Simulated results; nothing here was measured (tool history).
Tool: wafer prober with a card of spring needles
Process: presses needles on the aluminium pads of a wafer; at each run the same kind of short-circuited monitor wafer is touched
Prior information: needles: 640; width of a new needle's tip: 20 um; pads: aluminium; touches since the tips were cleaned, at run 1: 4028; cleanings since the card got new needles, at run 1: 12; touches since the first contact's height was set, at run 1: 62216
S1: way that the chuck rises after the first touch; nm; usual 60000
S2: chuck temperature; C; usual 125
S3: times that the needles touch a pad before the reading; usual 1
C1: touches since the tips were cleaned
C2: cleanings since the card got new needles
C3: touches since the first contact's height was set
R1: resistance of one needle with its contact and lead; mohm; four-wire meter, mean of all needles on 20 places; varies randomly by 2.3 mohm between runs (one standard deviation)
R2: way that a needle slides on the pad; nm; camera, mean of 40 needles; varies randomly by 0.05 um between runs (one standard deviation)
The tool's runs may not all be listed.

run	hour	S1	S2	S3	C1	C2	C3	R1	R2
1	0.0	60000	125	1	4028	12	62216	261	15430
# hour 3.1: tips cleaned on abrasive film
2	3.9	60000	125	1	232	13	63318	258	15400
3	8.8	60000	125	1	1662	13	64748	255	15420
4	16.9	60000	125	2	3997	13	67083	254	15320
# hour 20.1: tips cleaned on abrasive film
5	24.3	60000	125	2	1214	14	69207	258	15290
6	30.8	60000	125	2	3086	14	71079	258	15210
7	36.3	60000	48	1	4691	14	72684	241	15200
# hour 37.1: tips cleaned on abrasive film
8	45.3	60000	48	1	2380	15	75263	235	15170
9	51.9	45000	125	1	4295	15	77178	262	11380
# hour 54.3: tips cleaned on abrasive film
10	61.3	45000	115	1	2018	16	79859	262	11320
11	69.1	45000	115	1	4287	16	82128	259	11350
# hour 71.1: tips cleaned on abrasive film
12	73.6	64000	33	1	701	17	83397	237	16040
13	81.5	60000	50	1	3010	17	85706	241	14970
# hour 84.8: gauge calibrated
14	85.3	60000	50	1	4106	17	86802	234	15370
# hour 88.5: tips cleaned on abrasive film
15	91.8	60000	50	1	982	18	88670	240	15280

Forecast run 16:
16	97.8	42000	41	2	2711	18	90399	?	?

Run 16 measured R1 241 mohm, R2 10710 nm.
With the hidden condition absent and the run-to-run variation left alone, this run would have shown R1 240 mohm, R2 10760 nm.
